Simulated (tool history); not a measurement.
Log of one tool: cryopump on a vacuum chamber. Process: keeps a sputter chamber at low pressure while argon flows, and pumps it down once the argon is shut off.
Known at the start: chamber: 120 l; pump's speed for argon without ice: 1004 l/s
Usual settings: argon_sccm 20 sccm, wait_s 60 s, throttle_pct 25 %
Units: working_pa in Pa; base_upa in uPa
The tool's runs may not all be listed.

{"run": 1, "hour": 0.0, "argon_sccm": 20, "wait_s": 60, "throttle_pct": 25, "working_pa": 0.1387, "base_upa": 2.88}
{"run": 2, "hour": 39.8, "argon_sccm": 20, "wait_s": 60, "throttle_pct": 25, "working_pa": 0.139, "base_upa": 3.07}
{"run": 3, "hour": 76.9, "argon_sccm": 31, "wait_s": 60, "throttle_pct": 25, "working_pa": 0.2155, "base_upa": 3.02}
{"run": 4, "hour": 113.3, "argon_sccm": 20, "wait_s": 77, "throttle_pct": 25, "working_pa": 0.1382, "base_upa": 2.81}
{"run": 5, "hour": 154.3, "argon_sccm": 20, "wait_s": 77, "throttle_pct": 25, "working_pa": 0.1386, "base_upa": 2.89}
{"run": 6, "hour": 178.4, "argon_sccm": 20, "wait_s": 77, "throttle_pct": 25, "working_pa": 0.1393, "base_upa": 2.86}
{"run": 7, "hour": 213.9, "argon_sccm": 20, "wait_s": 77, "throttle_pct": 25, "working_pa": 0.1403, "base_upa": 2.84}
{"run": 8, "hour": 247.0, "argon_sccm": 19, "wait_s": 77, "throttle_pct": 25, "working_pa": 0.1325, "base_upa": 2.89}
{"run": 9, "hour": 281.7, "argon_sccm": 20, "wait_s": 60, "throttle_pct": 53, "working_pa": 0.068, "base_upa": 3.19}
{"run": 10, "hour": 310.0, "argon_sccm": 20, "wait_s": 152, "throttle_pct": 53, "working_pa": 0.0685, "base_upa": 2.45}
{"run": 11, "hour": 329.1, "argon_sccm": 20, "wait_s": 152, "throttle_pct": 53, "working_pa": 0.0689, "base_upa": 2.48}
{"run": 12, "hour": 361.0, "argon_sccm": 20, "wait_s": 152, "throttle_pct": 53, "working_pa": 0.0684, "base_upa": 2.52}
{"run": 13, "hour": 378.9, "argon_sccm": 13, "wait_s": 60, "throttle_pct": 25, "working_pa": 0.0902, "base_upa": 3.31}
{"run": 14, "hour": 400.8, "argon_sccm": 26, "wait_s": 60, "throttle_pct": 25, "working_pa": 0.1813, "base_upa": 3.24}
{"run": 15, "hour": 425.9, "argon_sccm": 29, "wait_s": 60, "throttle_pct": 25, "working_pa": 0.2, "base_upa": 3.31}
{"run": 16, "hour": 444.5, "argon_sccm": 20, "wait_s": 60, "throttle_pct": 25, "working_pa": 0.1392, "base_upa": 3.32}
{"run": 17, "hour": 465.7, "argon_sccm": 20, "wait_s": 60, "throttle_pct": 25, "working_pa": 0.1405, "base_upa": 3.23}
{"run": 18, "hour": 493.9, "argon_sccm": 33, "wait_s": 62, "throttle_pct": 33, "working_pa": 0.178, "base_upa": 3.35}
{"run": 19, "hour": 521.5, "argon_sccm": 38, "wait_s": 251, "throttle_pct": 34, "working_pa": 0.1984, "base_upa": 2.44}
{"run": 20, "hour": 545.1, "argon_sccm": 38, "wait_s": 251, "throttle_pct": 34, "working_pa": 0.1979, "base_upa": 2.48}
{"run": 21, "hour": 562.2, "argon_sccm": 11, "wait_s": 129, "throttle_pct": 19, "working_pa": 0.0995, "base_upa": 2.71}
{"run": 22, "hour": 591.9, "argon_sccm": 24, "wait_s": 34, "throttle_pct": 38, "working_pa": 0.1134, "base_upa": 4.27}
{"run": 23, "hour": 622.0, "argon_sccm": 19, "wait_s": 121, "throttle_pct": 26, "working_pa": 0.1279, "base_upa": 2.84}
{"run": 24, "hour": 655.4, "argon_sccm": 20, "wait_s": 173, "throttle_pct": 25, "working_pa": 0.1405, "base_upa": 2.74}
{"run": 25, "hour": 681.4, "argon_sccm": 20, "wait_s": 173, "throttle_pct": 25, "working_pa": 0.1414, "base_upa": 2.67}
{"run": 26, "hour": 708.4, "argon_sccm": 20, "wait_s": 173, "throttle_pct": 25, "working_pa": 0.1412, "base_upa": 2.69}
{"run": 27, "hour": 743.3, "argon_sccm": 20, "wait_s": 199, "throttle_pct": 17, "working_pa": 0.2042, "base_upa": 2.77}
{"run": 28, "hour": 762.7, "argon_sccm": 12, "wait_s": 39, "throttle_pct": 17, "working_pa": 0.1223, "base_upa": 4.04}
{"run": 29, "hour": 797.4, "argon_sccm": 17, "wait_s": 20, "throttle_pct": 28, "working_pa": 0.1075, "base_upa": 5.81}
{"run": 30, "hour": 815.4, "argon_sccm": 18, "wait_s": 76, "throttle_pct": 21, "working_pa": 0.151, "base_upa": 3.42}
{"run": 31, "hour": 836.5, "argon_sccm": 25, "wait_s": 109, "throttle_pct": 18, "working_pa": 0.2423, "base_upa": 3.01}
{"run": 32, "hour": 878.2, "argon_sccm": 25, "wait_s": 109, "throttle_pct": 18, "working_pa": 0.242, "base_upa": 3.07}
{"run": 33, "hour": 918.8, "argon_sccm": 20, "wait_s": 37, "throttle_pct": 34, "working_pa": 0.1058, "base_upa": 4.35}
{"run": 34, "hour": 955.0, "argon_sccm": 20, "wait_s": 37, "throttle_pct": 34, "working_pa": 0.1064, "base_upa": 4.37}

4 ways to go on from here, each from the tool as it stands after run 34. What would each give?
{"run": "A", "hour": 990.9, "argon_sccm": 20, "wait_s": 228, "throttle_pct": 45, "working_pa": "?", "base_upa": "?"}
{"run": "B", "hour": 990.9, "argon_sccm": 9, "wait_s": 37, "throttle_pct": 38, "working_pa": "?", "base_upa": "?"}
{"run": "C", "hour": 990.9, "argon_sccm": 30, "wait_s": 40, "throttle_pct": 34, "working_pa": "?", "base_upa": "?"}
{"run": "D", "hour": 990.9, "argon_sccm": 20, "wait_s": 86, "throttle_pct": 33, "working_pa": "?", "base_upa": "?"}

run=A working_pa=0.0822 base_upa=2.82
run=B working_pa=0.0421 base_upa=4.44
run=C working_pa=0.1601 base_upa=4.30
run=D working_pa=0.1097 base_upa=3.38
Without the tool's hidden state the same runs would have given:
run=A working_pa=0.0746 base_upa=0.62
run=B working_pa=0.0386 base_upa=2.19
run=C working_pa=0.1488 base_upa=2.06
run=D working_pa=0.1021 base_upa=1.11
